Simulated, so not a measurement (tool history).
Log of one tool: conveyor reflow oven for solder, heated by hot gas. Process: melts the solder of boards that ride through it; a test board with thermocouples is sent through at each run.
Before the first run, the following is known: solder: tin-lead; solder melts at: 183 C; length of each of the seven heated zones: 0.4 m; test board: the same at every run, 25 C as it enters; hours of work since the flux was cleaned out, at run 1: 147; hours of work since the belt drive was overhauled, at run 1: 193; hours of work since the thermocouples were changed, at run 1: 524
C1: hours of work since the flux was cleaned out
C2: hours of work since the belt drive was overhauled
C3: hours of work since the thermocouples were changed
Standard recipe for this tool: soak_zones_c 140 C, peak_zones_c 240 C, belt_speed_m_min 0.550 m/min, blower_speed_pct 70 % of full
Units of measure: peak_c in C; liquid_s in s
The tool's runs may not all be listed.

{"run": 1, "hour": 0.0, "soak_zones_c": 140, "peak_zones_c": 240, "belt_speed_m_min": 0.55, "blower_speed_pct": 70, "C1": 147, "C2": 193, "C3": 524, "peak_c": 220.8, "liquid_s": 69.8}
{"run": 2, "hour": 8.2, "soak_zones_c": 140, "peak_zones_c": 240, "belt_speed_m_min": 0.55, "blower_speed_pct": 70, "C1": 151, "C2": 197, "C3": 529, "peak_c": 220.8, "liquid_s": 69.9}
{"run": 3, "hour": 16.6, "soak_zones_c": 140, "peak_zones_c": 240, "belt_speed_m_min": 0.55, "blower_speed_pct": 70, "C1": 156, "C2": 202, "C3": 534, "peak_c": 221.8, "liquid_s": 69.6}
{"run": 4, "hour": 21.8, "soak_zones_c": 140, "peak_zones_c": 240, "belt_speed_m_min": 0.657, "blower_speed_pct": 70, "C1": 159, "C2": 205, "C3": 536, "peak_c": 214.9, "liquid_s": 52.9}
{"run": 5, "hour": 31.6, "soak_zones_c": 140, "peak_zones_c": 240, "belt_speed_m_min": 0.657, "blower_speed_pct": 70, "C1": 164, "C2": 210, "C3": 542, "peak_c": 214.5, "liquid_s": 52.0}
{"run": 6, "hour": 38.3, "soak_zones_c": 140, "peak_zones_c": 240, "belt_speed_m_min": 0.651, "blower_speed_pct": 70, "C1": 168, "C2": 214, "C3": 546, "peak_c": 215.0, "liquid_s": 53.2}
{"run": 7, "hour": 47.3, "soak_zones_c": 140, "peak_zones_c": 240, "belt_speed_m_min": 0.651, "blower_speed_pct": 70, "C1": 173, "C2": 219, "C3": 551, "peak_c": 214.8, "liquid_s": 53.0}
{"run": 8, "hour": 54.7, "soak_zones_c": 140, "peak_zones_c": 240, "belt_speed_m_min": 0.651, "blower_speed_pct": 70, "C1": 177, "C2": 223, "C3": 555, "peak_c": 213.6, "liquid_s": 52.5}
{"run": 9, "hour": 63.3, "soak_zones_c": 140, "peak_zones_c": 249, "belt_speed_m_min": 0.55, "blower_speed_pct": 70, "C1": 182, "C2": 228, "C3": 560, "peak_c": 228.8, "liquid_s": 74.7}
{"run": 10, "hour": 73.4, "soak_zones_c": 140, "peak_zones_c": 249, "belt_speed_m_min": 0.55, "blower_speed_pct": 70, "C1": 187, "C2": 234, "C3": 565, "peak_c": 229.7, "liquid_s": 75.4}
{"run": 11, "hour": 81.1, "soak_zones_c": 140, "peak_zones_c": 240, "belt_speed_m_min": 0.538, "blower_speed_pct": 70, "C1": 192, "C2": 238, "C3": 569, "peak_c": 222.1, "liquid_s": 72.4}
{"run": 12, "hour": 86.3, "soak_zones_c": 140, "peak_zones_c": 240, "belt_speed_m_min": 0.538, "blower_speed_pct": 70, "C1": 194, "C2": 241, "C3": 572, "peak_c": 221.5, "liquid_s": 72.3}
{"run": 13, "hour": 97.6, "soak_zones_c": 140, "peak_zones_c": 240, "belt_speed_m_min": 0.55, "blower_speed_pct": 70, "C1": 201, "C2": 247, "C3": 579, "peak_c": 221.3, "liquid_s": 69.6}
{"run": 14, "hour": 105.8, "soak_zones_c": 140, "peak_zones_c": 240, "belt_speed_m_min": 0.55, "blower_speed_pct": 70, "C1": 205, "C2": 252, "C3": 583, "peak_c": 220.7, "liquid_s": 69.4}
{"run": 15, "hour": 112.7, "soak_zones_c": 140, "peak_zones_c": 239, "belt_speed_m_min": 0.55, "blower_speed_pct": 70, "C1": 209, "C2": 255, "C3": 587, "peak_c": 220.1, "liquid_s": 68.6}
{"run": 16, "hour": 119.1, "soak_zones_c": 128, "peak_zones_c": 240, "belt_speed_m_min": 0.603, "blower_speed_pct": 54, "C1": 213, "C2": 259, "C3": 590, "peak_c": 211.1, "liquid_s": 49.9}
{"run": 17, "hour": 124.1, "soak_zones_c": 128, "peak_zones_c": 240, "belt_speed_m_min": 0.603, "blower_speed_pct": 54, "C1": 215, "C2": 262, "C3": 593, "peak_c": 210.4, "liquid_s": 49.6}
{"run": 18, "hour": 136.1, "soak_zones_c": 128, "peak_zones_c": 240, "belt_speed_m_min": 0.603, "blower_speed_pct": 54, "C1": 222, "C2": 268, "C3": 600, "peak_c": 211.6, "liquid_s": 48.4}
{"run": 19, "hour": 143.8, "soak_zones_c": 128, "peak_zones_c": 249, "belt_speed_m_min": 0.603, "blower_speed_pct": 54, "C1": 226, "C2": 273, "C3": 604, "peak_c": 219.2, "liquid_s": 56.7}
{"run": 20, "hour": 149.0, "soak_zones_c": 128, "peak_zones_c": 249, "belt_speed_m_min": 0.603, "blower_speed_pct": 54, "C1": 229, "C2": 276, "C3": 607, "peak_c": 218.1, "liquid_s": 56.2}
{"run": 21, "hour": 155.0, "soak_zones_c": 128, "peak_zones_c": 251, "belt_speed_m_min": 0.658, "blower_speed_pct": 72, "C1": 233, "C2": 279, "C3": 610, "peak_c": 221.3, "liquid_s": 53.7}
{"run": 22, "hour": 160.7, "soak_zones_c": 130, "peak_zones_c": 240, "belt_speed_m_min": 0.55, "blower_speed_pct": 70, "C1": 236, "C2": 282, "C3": 614, "peak_c": 218.5, "liquid_s": 63.2}
{"run": 23, "hour": 170.1, "soak_zones_c": 147, "peak_zones_c": 248, "belt_speed_m_min": 0.55, "blower_speed_pct": 70, "C1": 241, "C2": 287, "C3": 619, "peak_c": 228.3, "liquid_s": 77.6}
{"run": 24, "hour": 180.6, "soak_zones_c": 147, "peak_zones_c": 248, "belt_speed_m_min": 0.55, "blower_speed_pct": 70, "C1": 247, "C2": 293, "C3": 625, "peak_c": 228.9, "liquid_s": 78.2}
{"run": 25, "hour": 189.5, "soak_zones_c": 147, "peak_zones_c": 248, "belt_speed_m_min": 0.55, "blower_speed_pct": 70, "C1": 252, "C2": 298, "C3": 630, "peak_c": 229.2, "liquid_s": 78.5}
{"run": 26, "hour": 199.6, "soak_zones_c": 153, "peak_zones_c": 232, "belt_speed_m_min": 0.55, "blower_speed_pct": 70, "C1": 257, "C2": 304, "C3": 635, "peak_c": 216.0, "liquid_s": 71.6}
{"run": 27, "hour": 211.1, "soak_zones_c": 150, "peak_zones_c": 249, "belt_speed_m_min": 0.525, "blower_speed_pct": 82, "C1": 264, "C2": 310, "C3": 642, "peak_c": 234.1, "liquid_s": 86.5}
{"run": 28, "hour": 217.5, "soak_zones_c": 129, "peak_zones_c": 240, "belt_speed_m_min": 0.552, "blower_speed_pct": 79, "C1": 267, "C2": 314, "C3": 645, "peak_c": 219.0, "liquid_s": 64.1}
{"run": 29, "hour": 226.9, "soak_zones_c": 149, "peak_zones_c": 239, "belt_speed_m_min": 0.58, "blower_speed_pct": 90, "C1": 272, "C2": 319, "C3": 650, "peak_c": 221.8, "liquid_s": 70.7}
{"run": 30, "hour": 234.9, "soak_zones_c": 149, "peak_zones_c": 239, "belt_speed_m_min": 0.58, "blower_speed_pct": 90, "C1": 277, "C2": 323, "C3": 655, "peak_c": 222.4, "liquid_s": 71.0}

Below are 4 alternative next runs, each starting from the tool's condition after run 30. Predict each:
{"run": "A", "hour": 244.7, "soak_zones_c": 149, "peak_zones_c": 253, "belt_speed_m_min": 0.58, "blower_speed_pct": 50, "C1": 282, "C2": 329, "C3": 660, "peak_c": "?", "liquid_s": "?"}
{"run": "B", "hour": 244.7, "soak_zones_c": 149, "peak_zones_c": 252, "belt_speed_m_min": 0.58, "blower_speed_pct": 60, "C1": 282, "C2": 329, "C3": 660, "peak_c": "?", "liquid_s": "?"}
{"run": "C", "hour": 244.7, "soak_zones_c": 134, "peak_zones_c": 252, "belt_speed_m_min": 0.58, "blower_speed_pct": 90, "C1": 282, "C2": 329, "C3": 660, "peak_c": "?", "liquid_s": "?"}
{"run": "D", "hour": 244.7, "soak_zones_c": 148, "peak_zones_c": 240, "belt_speed_m_min": 0.55, "blower_speed_pct": 70, "C1": 282, "C2": 329, "C3": 660, "peak_c": "?", "liquid_s": "?"}

run=A peak_c=227.2 liquid_s=74.2
run=B peak_c=228.5 liquid_s=75.2
run=C peak_c=230.6 liquid_s=70.8
run=D peak_c=222.3 liquid_s=73.6
Without the tool's unlogged condition, the same runs would have read:
run=A peak_c=229.8 liquid_s=75.6
run=B peak_c=231.3 liquid_s=76.5
run=C peak_c=233.9 liquid_s=72.3
run=D peak_c=225.0 liquid_s=75.2

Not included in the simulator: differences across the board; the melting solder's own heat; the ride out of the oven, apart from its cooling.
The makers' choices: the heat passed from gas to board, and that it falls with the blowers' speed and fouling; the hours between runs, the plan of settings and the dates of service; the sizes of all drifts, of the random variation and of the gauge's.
